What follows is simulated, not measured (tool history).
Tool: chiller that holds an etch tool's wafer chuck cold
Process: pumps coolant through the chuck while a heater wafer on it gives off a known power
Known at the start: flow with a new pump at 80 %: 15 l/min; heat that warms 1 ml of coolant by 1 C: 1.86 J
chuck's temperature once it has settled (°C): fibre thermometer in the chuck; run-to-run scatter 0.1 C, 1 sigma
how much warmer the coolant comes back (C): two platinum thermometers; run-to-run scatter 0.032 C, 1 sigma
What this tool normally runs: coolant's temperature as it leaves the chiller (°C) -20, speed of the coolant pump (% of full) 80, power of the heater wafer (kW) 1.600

run	day	coolant's temperature as it leaves the chiller (°C)	speed of the coolant pump (% of full)	power of the heater wafer (kW)	chuck's temperature once it has settled (°C)	how much warmer the coolant comes back (C)
1	0.000	-20	80	1.600	-8.2	3.53
2	1.229	-20	80	1.600	-8.3	3.51
3	1.896	-20	80	1.600	-8.2	3.48
4	3.079	-20	80	1.600	-8.1	3.51
5	4.012	-20	80	1.600	-8.1	3.44
6	4.792	-20	80	1.600	-8.2	3.54
7	5.517	-20	80	1.170	-11.4	2.54
8	6.312	-20	80	1.170	-11.4	2.55
9	6.971	-20	80	1.170	-11.2	2.52
10	7.692	-20	80	1.170	-11.3	2.55
11	8.362	-20	80	1.170	-11.5	2.56
12	9.408	-20	80	1.170	-11.3	2.60
13	10.250	-20	80	1.170	-11.3	2.56
14	11.071	-20	80	1.170	-11.2	2.64
15	11.779	-20	80	1.170	-11.3	2.54
16	12.717	-20	80	1.600	-7.8	3.57
17	13.742	-20	80	1.600	-7.8	3.56
# day 14.008: coolant pump overhauled
18	14.604	-20	80	1.600	-7.7	3.56
19	15.662	-24	62	0.836	-16.2	2.43
20	16.658	-24	62	0.836	-16.1	2.46
# day 17.388: coolant pump overhauled, once more
21	17.529	-24	71	0.836	-17.1	2.07
22	18.717	-11	67	0.815	-4.1	2.11

Predict the results of run 23:
23	19.304	-25	93	1.549	?	?

chuck's temperature once it has settled (°C): -14.9
how much warmer the coolant comes back (C): 2.80
Were there no unlogged condition in the tool, this run, its random variation unchanged, would have produced chuck's temperature once it has settled (°C) -15.0, how much warmer the coolant comes back (C) 2.78.

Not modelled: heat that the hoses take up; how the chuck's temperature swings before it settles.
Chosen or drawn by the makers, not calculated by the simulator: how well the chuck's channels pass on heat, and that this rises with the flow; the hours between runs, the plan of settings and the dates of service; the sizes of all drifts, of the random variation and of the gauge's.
